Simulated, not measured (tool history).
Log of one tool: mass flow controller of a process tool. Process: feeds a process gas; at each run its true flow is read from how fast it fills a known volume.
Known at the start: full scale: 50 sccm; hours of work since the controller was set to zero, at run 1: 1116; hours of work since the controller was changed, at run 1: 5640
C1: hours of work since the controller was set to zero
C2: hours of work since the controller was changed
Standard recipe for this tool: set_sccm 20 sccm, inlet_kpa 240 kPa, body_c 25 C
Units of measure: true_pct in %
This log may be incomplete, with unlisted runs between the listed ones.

run 1 day=0 | set_sccm=20 inlet_kpa=240 body_c=25 | C1=1116 C2=5640 | true_pct=99.28
run 2 day=9.525 | set_sccm=20 inlet_kpa=240 body_c=25 | C1=1216 C2=5739 | true_pct=99.45
run 3 day=17.75 | set_sccm=20 inlet_kpa=240 body_c=25 | C1=1302 C2=5825 | true_pct=99.37
run 4 day=28.117 | set_sccm=20 inlet_kpa=240 body_c=25 | C1=1410 C2=5933 | true_pct=99.29
run 5 day=44.696 | set_sccm=20 inlet_kpa=240 body_c=25 | C1=1582 C2=6106 | true_pct=99.25
-- day=45.808 controller's zero set anew
run 6 day=59.904 | set_sccm=20 inlet_kpa=240 body_c=25 | C1=147 C2=6264 | true_pct=99.04
run 7 day=69.65 | set_sccm=20 inlet_kpa=240 body_c=30 | C1=249 C2=6366 | true_pct=98.69
run 8 day=82.646 | set_sccm=18 inlet_kpa=269 body_c=30 | C1=384 C2=6501 | true_pct=98.39
run 9 day=92.692 | set_sccm=20 inlet_kpa=240 body_c=25 | C1=489 C2=6606 | true_pct=99.11
run 10 day=103.825 | set_sccm=16 inlet_kpa=228 body_c=23 | C1=605 C2=6722 | true_pct=98.85
run 11 day=120.821 | set_sccm=19 inlet_kpa=186 body_c=32 | C1=782 C2=6899 | true_pct=98.26
run 12 day=137.125 | set_sccm=28 inlet_kpa=148 body_c=25 | C1=952 C2=7069 | true_pct=99.72
-- day=140.283 controller's zero set anew, once more
run 13 day=147.308 | set_sccm=28 inlet_kpa=148 body_c=25 | C1=73 C2=7175 | true_pct=100.08

Alternative continuations, all from the tool just after run 13; predict every row:
run A day=163.625 | set_sccm=28 inlet_kpa=199 body_c=24 | C1=243 C2=7345 | true_pct=?
run B day=163.625 | set_sccm=28 inlet_kpa=256 body_c=25 | C1=243 C2=7345 | true_pct=?
run C day=163.625 | set_sccm=20 inlet_kpa=243 body_c=25 | C1=243 C2=7345 | true_pct=?
run D day=163.625 | set_sccm=30 inlet_kpa=204 body_c=25 | C1=243 C2=7345 | true_pct=?
run E day=163.625 | set_sccm=17 inlet_kpa=203 body_c=22 | C1=243 C2=7345 | true_pct=?

run=A true_pct=100.2
run=B true_pct=99.99
run=C true_pct=99.68
run=D true_pct=100.16
run=E true_pct=100.06
Had the tool no hidden state, the same runs would have come out as:
run=A true_pct=99.29
run=B true_pct=99.08
run=C true_pct=98.8
run=D true_pct=99.25
run=E true_pct=99.18
